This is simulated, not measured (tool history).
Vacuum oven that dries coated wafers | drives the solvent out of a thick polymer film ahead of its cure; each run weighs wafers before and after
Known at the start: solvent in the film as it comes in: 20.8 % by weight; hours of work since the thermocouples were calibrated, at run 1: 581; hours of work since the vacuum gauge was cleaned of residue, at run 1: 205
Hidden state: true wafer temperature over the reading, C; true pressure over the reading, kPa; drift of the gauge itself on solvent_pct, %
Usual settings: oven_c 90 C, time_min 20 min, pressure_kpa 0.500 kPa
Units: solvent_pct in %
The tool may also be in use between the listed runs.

run	hour	oven_c	time_min	pressure_kpa	hours of work since the thermocouples were calibrated	hours of work since the vacuum gauge was cleaned of residue	solvent_pct
1	0.0	90	20	0.500	581	205	2.61
2	38.3	90	20	0.500	598	222	2.61
3	57.8	87	20	0.500	606	231	3.26
4	86.6	87	20	0.500	619	244	3.27
5	109.5	87	20	0.500	629	254	3.26
6	148.2	90	20	0.510	646	271	2.61
7	173.0	90	13	0.500	657	282	4.95
8	216.0	88	13	0.500	676	301	5.49
9	243.0	88	13	1.365	688	313	5.69
10	286.6	90	20	0.653	708	332	2.65
11	314.4	90	20	0.400	720	344	2.57
12	359.8	90	20	0.255	740	364	2.54
13	387.1	90	27	0.500	752	377	1.40
14	412.9	90	17	0.917	764	388	3.54
15	448.7	90	17	0.917	779	404	3.48
16	492.7	90	17	0.917	799	423	3.52

Some steps in solvent_pct between neighbouring runs. How much of each would the tool show without its hidden state too (settings, what came in, random variation), and how much is left for the hidden state, with any gauge scatter that isn't in both results?
Run 9 -> 10: oven_c 88 -> 90, time_min 13 -> 20, pressure_kpa 1.365 -> 0.653. solvent_pct -3.04 %: hidden state +0.04, all else -3.08.
Run 13 -> 14: time_min 27 -> 17, pressure_kpa 0.500 -> 0.917. solvent_pct +2.14 %: hidden state -0.07, all else +2.21.
